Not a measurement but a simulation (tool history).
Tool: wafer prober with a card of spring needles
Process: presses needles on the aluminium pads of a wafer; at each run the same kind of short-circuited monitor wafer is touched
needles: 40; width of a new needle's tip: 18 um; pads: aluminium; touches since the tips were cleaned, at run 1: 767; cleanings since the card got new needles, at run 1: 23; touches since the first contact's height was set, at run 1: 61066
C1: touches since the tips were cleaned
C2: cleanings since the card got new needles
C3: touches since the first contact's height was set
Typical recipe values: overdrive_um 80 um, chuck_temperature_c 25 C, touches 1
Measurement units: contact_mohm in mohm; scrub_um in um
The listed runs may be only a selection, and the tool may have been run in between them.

run 1 hour=0 | overdrive_um=80 chuck_temperature_c=25 touches=1 | C1=767 C2=23 C3=61066 | contact_mohm=201.2 scrub_um=13.88
-- hour=2.9 tips cleaned on abrasive film
-- hour=4.2 height of the first contact set anew
-- hour=7.1 tips cleaned on abrasive film
-- hour=12 tips cleaned on abrasive film
-- hour=15.9 tips cleaned on abrasive film
-- hour=20.7 tips cleaned on abrasive film
-- hour=25.5 tips cleaned on abrasive film
-- hour=29.4 tips cleaned on abrasive film
-- hour=34.3 tips cleaned on abrasive film
run 2 hour=36.3 | overdrive_um=80 chuck_temperature_c=25 touches=1 | C1=1222 C2=31 C3=18857 | contact_mohm=203.5 scrub_um=13.63
-- hour=38.3 tips cleaned on abrasive film
-- hour=42.2 tips cleaned on abrasive film
-- hour=47 tips cleaned on abrasive film
-- hour=51.8 tips cleaned on abrasive film
-- hour=56.7 tips cleaned on abrasive film
-- hour=60.6 tips cleaned on abrasive film
-- hour=65.4 tips cleaned on abrasive film
-- hour=70.2 tips cleaned on abrasive film
-- hour=74.1 tips cleaned on abrasive film
-- hour=79 tips cleaned on abrasive film
-- hour=82.9 tips cleaned on abrasive film
-- hour=86.8 tips cleaned on abrasive film
-- hour=91.6 tips cleaned on abrasive film
run 3 hour=95.3 | overdrive_um=80 chuck_temperature_c=25 touches=1 | C1=2219 C2=44 C3=53497 | contact_mohm=206.4 scrub_um=13.46
-- hour=96.3 tips cleaned on abrasive film
-- hour=101.2 tips cleaned on abrasive film
-- hour=106 tips cleaned on abrasive film
-- hour=110.8 tips cleaned on abrasive film
-- hour=112.1 height of the first contact set anew
-- hour=115 tips cleaned on abrasive film
-- hour=119.9 tips cleaned on abrasive film
-- hour=124.7 tips cleaned on abrasive film
-- hour=128.6 tips cleaned on abrasive film
-- hour=133.4 tips cleaned on abrasive film
-- hour=138.3 tips cleaned on abrasive film
-- hour=143.1 tips cleaned on abrasive film
-- hour=147 tips cleaned on abrasive film
-- hour=151.8 tips cleaned on abrasive film
-- hour=155.7 tips cleaned on abrasive film
-- hour=159.6 tips cleaned on abrasive film
run 4 hour=161.1 | overdrive_um=80 chuck_temperature_c=25 touches=1 | C1=884 C2=59 C3=28759 | contact_mohm=202 scrub_um=14.05
-- hour=164 tips cleaned on abrasive film
-- hour=167.9 tips cleaned on abrasive film
-- hour=172.8 tips cleaned on abrasive film
-- hour=176.6 tips cleaned on abrasive film
-- hour=181.5 tips cleaned on abrasive film
-- hour=185.4 tips cleaned on abrasive film
-- hour=190.2 tips cleaned on abrasive film
-- hour=194.1 tips cleaned on abrasive film
-- hour=198.9 tips cleaned on abrasive film
-- hour=202.8 tips cleaned on abrasive film
run 5 hour=206.3 | overdrive_um=80 chuck_temperature_c=30 touches=1 | C1=2099 C2=69 C3=55319 | contact_mohm=207.9 scrub_um=13.89
-- hour=207.4 tips cleaned on abrasive film
-- hour=211.3 tips cleaned on abrasive film
-- hour=216.1 tips cleaned on abrasive film
-- hour=220.2 height of the first contact set anew
-- hour=221.2 tips cleaned on abrasive film
-- hour=225.1 tips cleaned on abrasive film
-- hour=229 tips cleaned on abrasive film
-- hour=233.8 tips cleaned on abrasive film
-- hour=238.7 tips cleaned on abrasive film
-- hour=243.5 tips cleaned on abrasive film
-- hour=248.4 tips cleaned on abrasive film
-- hour=253.2 tips cleaned on abrasive film
-- hour=258 tips cleaned on abrasive film
-- hour=261.9 tips cleaned on abrasive film
-- hour=266.8 tips cleaned on abrasive film
-- hour=270.6 tips cleaned on abrasive film
-- hour=274.5 tips cleaned on abrasive film
-- hour=279.4 tips cleaned on abrasive film
-- hour=284.2 tips cleaned on abrasive film
run 6 hour=285.7 | overdrive_um=80 chuck_temperature_c=30 touches=1 | C1=895 C2=87 C3=38439 | contact_mohm=203.6 scrub_um=13.99
-- hour=288.6 tips cleaned on abrasive film
-- hour=293.5 tips cleaned on abrasive film
-- hour=298.3 tips cleaned on abrasive film
-- hour=302.2 tips cleaned on abrasive film
-- hour=307 tips cleaned on abrasive film
-- hour=311.9 tips cleaned on abrasive film
-- hour=315.8 tips cleaned on abrasive film
-- hour=319.7 tips cleaned on abrasive film
-- hour=324.5 tips cleaned on abrasive film
-- hour=328.4 tips cleaned on abrasive film
-- hour=328.7 height of the first contact set anew
-- hour=333.5 tips cleaned on abrasive film
-- hour=338.4 tips cleaned on abrasive film
-- hour=343.2 tips cleaned on abrasive film
-- hour=347.1 tips cleaned on abrasive film
-- hour=351.9 tips cleaned on abrasive film
-- hour=356.8 tips cleaned on abrasive film
-- hour=361.6 tips cleaned on abrasive film
run 7 hour=362.1 | overdrive_um=80 chuck_temperature_c=30 touches=1 | C1=306 C2=104 C3=19647 | contact_mohm=199.2 scrub_um=14.09
-- hour=366 tips cleaned on abrasive film
-- hour=369.9 tips cleaned on abrasive film
-- hour=373.8 tips cleaned on abrasive film
-- hour=378.6 tips cleaned on abrasive film
-- hour=382.5 tips cleaned on abrasive film
-- hour=387.3 tips cleaned on abrasive film
-- hour=391.2 tips cleaned on abrasive film
-- hour=395.1 tips cleaned on abrasive film
-- hour=400 tips cleaned on abrasive film
-- hour=404.8 tips cleaned on abrasive film
-- hour=409.6 tips cleaned on abrasive film
-- hour=414.5 tips cleaned on abrasive film
run 8 hour=416.5 | overdrive_um=80 chuck_temperature_c=30 touches=1 | C1=1228 C2=116 C3=51592 | contact_mohm=204.8 scrub_um=13.93
-- hour=418.5 tips cleaned on abrasive film
-- hour=422.4 tips cleaned on abrasive film
-- hour=427.2 tips cleaned on abrasive film
-- hour=431.1 tips cleaned on abrasive film
-- hour=436 tips cleaned on abrasive film
-- hour=437.2 height of the first contact set anew
-- hour=440.2 tips cleaned on abrasive film
-- hour=445 tips cleaned on abrasive film
-- hour=449.8 tips cleaned on abrasive film
-- hour=454.7 tips cleaned on abrasive film
-- hour=458.6 tips cleaned on abrasive film
-- hour=463.4 tips cleaned on abrasive film
-- hour=468.2 tips cleaned on abrasive film
-- hour=473.1 tips cleaned on abrasive film
run 9 hour=473.9 | overdrive_um=80 chuck_temperature_c=25 touches=1 | C1=527 C2=129 C3=21574 | contact_mohm=200.4 scrub_um=14.06
-- hour=477.8 tips cleaned on abrasive film
-- hour=482.7 tips cleaned on abrasive film
-- hour=486.6 tips cleaned on abrasive film
-- hour=490.6 height of the first contact set anew, once more
-- hour=491.7 tips cleaned on abrasive film
-- hour=495.6 tips cleaned on abrasive film
-- hour=500.4 tips cleaned on abrasive film
-- hour=504.3 tips cleaned on abrasive film
-- hour=509.1 tips cleaned on abrasive film
-- hour=513 tips cleaned on abrasive film
-- hour=517.9 tips cleaned on abrasive film
-- hour=521.8 tips cleaned on abrasive film
-- hour=526.6 tips cleaned on abrasive film
-- hour=530.5 tips cleaned on abrasive film
-- hour=535.3 tips cleaned on abrasive film
-- hour=539.2 tips cleaned on abrasive film
-- hour=544.1 tips cleaned on abrasive film
-- hour=548.9 tips cleaned on abrasive film
-- hour=552.8 tips cleaned on abrasive film
-- hour=557.6 tips cleaned on abrasive film
run 10 hour=557.8 | overdrive_um=63 chuck_temperature_c=89 touches=1 | C1=136 C2=148 C3=39387 | contact_mohm=218.6 scrub_um=10.93
-- hour=561.7 tips cleaned on abrasive film
-- hour=566.6 tips cleaned on abrasive film
-- hour=571.4 tips cleaned on abrasive film
-- hour=575.3 tips cleaned on abrasive film
-- hour=579.2 tips cleaned on abrasive film
-- hour=584 tips cleaned on abrasive film
-- hour=588.9 tips cleaned on abrasive film
-- hour=592.8 tips cleaned on abrasive film
-- hour=597.6 tips cleaned on abrasive film
-- hour=598.8 height of the first contact set anew
-- hour=602.7 tips cleaned on abrasive film
run 11 hour=603.6 | overdrive_um=87 chuck_temperature_c=27 touches=2 | C1=531 C2=158 C3=2807 | contact_mohm=197.2 scrub_um=15.36
-- hour=607.5 tips cleaned on abrasive film
-- hour=611.4 tips cleaned on abrasive film
-- hour=616.2 tips cleaned on abrasive film
-- hour=621.1 tips cleaned on abrasive film
-- hour=625 tips cleaned on abrasive film
-- hour=629.8 tips cleaned on abrasive film
-- hour=634.6 tips cleaned on abrasive film
-- hour=639.5 tips cleaned on abrasive film
-- hour=644.3 tips cleaned on abrasive film
-- hour=649.1 tips cleaned on abrasive film
-- hour=654 tips cleaned on abrasive film
-- hour=657.9 tips cleaned on abrasive film
-- hour=662.7 tips cleaned on abrasive film
-- hour=667.5 tips cleaned on abrasive film
-- hour=672.4 tips cleaned on abrasive film
-- hour=677.2 tips cleaned on abrasive film
run 12 hour=678.7 | overdrive_um=90 chuck_temperature_c=79 touches=1 | C1=894 C2=174 C3=46934 | contact_mohm=211.3 scrub_um=15.7
-- hour=681.6 tips cleaned on abrasive film
-- hour=686.5 tips cleaned on abrasive film
-- hour=691.3 tips cleaned on abrasive film
-- hour=696.2 tips cleaned on abrasive film
-- hour=701 tips cleaned on abrasive film
-- hour=705.8 tips cleaned on abrasive film
-- hour=707.1 height of the first contact set anew
-- hour=711 tips cleaned on abrasive film
-- hour=715.8 tips cleaned on abrasive film
-- hour=719.7 tips cleaned on abrasive film
-- hour=724.5 tips cleaned on abrasive film
-- hour=729.4 tips cleaned on abrasive film
-- hour=733.3 tips cleaned on abrasive film
-- hour=738.1 tips cleaned on abrasive film
-- hour=742.9 tips cleaned on abrasive film
-- hour=747.8 tips cleaned on abrasive film
run 13 hour=749.1 | overdrive_um=86 chuck_temperature_c=25 touches=3 | C1=790 C2=189 C3=24683 | contact_mohm=199.2 scrub_um=15.11

Each row is a separate what-if for the run after 13, all from the same tool condition, not one after another. Results?
-- hour=752 tips cleaned on abrasive film
-- hour=755.9 tips cleaned on abrasive film
-- hour=760.8 tips cleaned on abrasive film
-- hour=764.6 tips cleaned on abrasive film
-- hour=768.5 tips cleaned on abrasive film
-- hour=773.4 tips cleaned on abrasive film
-- hour=778.2 tips cleaned on abrasive film
-- hour=782.1 tips cleaned on abrasive film
-- hour=786.9 tips cleaned on abrasive film
-- hour=791.8 tips cleaned on abrasive film
-- hour=796.6 tips cleaned on abrasive film
-- hour=801.4 tips cleaned on abrasive film
-- hour=806.3 tips cleaned on abrasive film
-- hour=811.1 tips cleaned on abrasive film
-- hour=815.2 height of the first contact set anew
-- hour=816.3 tips cleaned on abrasive film
-- hour=821.1 tips cleaned on abrasive film
-- hour=825 tips cleaned on abrasive film
run A hour=827.3 | overdrive_um=67 chuck_temperature_c=59 touches=1 | C1=1371 C2=206 C3=7060 | contact_mohm=? scrub_um=?
-- hour=752 tips cleaned on abrasive film
-- hour=755.9 tips cleaned on abrasive film
-- hour=760.8 tips cleaned on abrasive film
-- hour=764.6 tips cleaned on abrasive film
-- hour=768.5 tips cleaned on abrasive film
-- hour=773.4 tips cleaned on abrasive film
-- hour=778.2 tips cleaned on abrasive film
-- hour=782.1 tips cleaned on abrasive film
-- hour=786.9 tips cleaned on abrasive film
-- hour=791.8 tips cleaned on abrasive film
-- hour=796.6 tips cleaned on abrasive film
-- hour=801.4 tips cleaned on abrasive film
-- hour=806.3 tips cleaned on abrasive film
-- hour=811.1 tips cleaned on abrasive film
-- hour=815.2 height of the first contact set anew
-- hour=816.3 tips cleaned on abrasive film
-- hour=821.1 tips cleaned on abrasive film
-- hour=825 tips cleaned on abrasive film
run B hour=827.3 | overdrive_um=86 chuck_temperature_c=26 touches=3 | C1=1371 C2=206 C3=7060 | contact_mohm=? scrub_um=?
-- hour=752 tips cleaned on abrasive film
-- hour=755.9 tips cleaned on abrasive film
-- hour=760.8 tips cleaned on abrasive film
-- hour=764.6 tips cleaned on abrasive film
-- hour=768.5 tips cleaned on abrasive film
-- hour=773.4 tips cleaned on abrasive film
-- hour=778.2 tips cleaned on abrasive film
-- hour=782.1 tips cleaned on abrasive film
-- hour=786.9 tips cleaned on abrasive film
-- hour=791.8 tips cleaned on abrasive film
-- hour=796.6 tips cleaned on abrasive film
-- hour=801.4 tips cleaned on abrasive film
-- hour=806.3 tips cleaned on abrasive film
-- hour=811.1 tips cleaned on abrasive film
-- hour=815.2 height of the first contact set anew
-- hour=816.3 tips cleaned on abrasive film
-- hour=821.1 tips cleaned on abrasive film
-- hour=825 tips cleaned on abrasive film
run C hour=827.3 | overdrive_um=92 chuck_temperature_c=25 touches=2 | C1=1371 C2=206 C3=7060 | contact_mohm=? scrub_um=?

run=A contact_mohm=218.5 scrub_um=11.82
run=B contact_mohm=200.9 scrub_um=15.2
run=C contact_mohm=200.9 scrub_um=16.27
Without the tool's hidden state the same runs would have given:
run=A contact_mohm=203.6 scrub_um=11.86
run=B contact_mohm=196 scrub_um=15.25
run=C contact_mohm=194.7 scrub_um=16.31
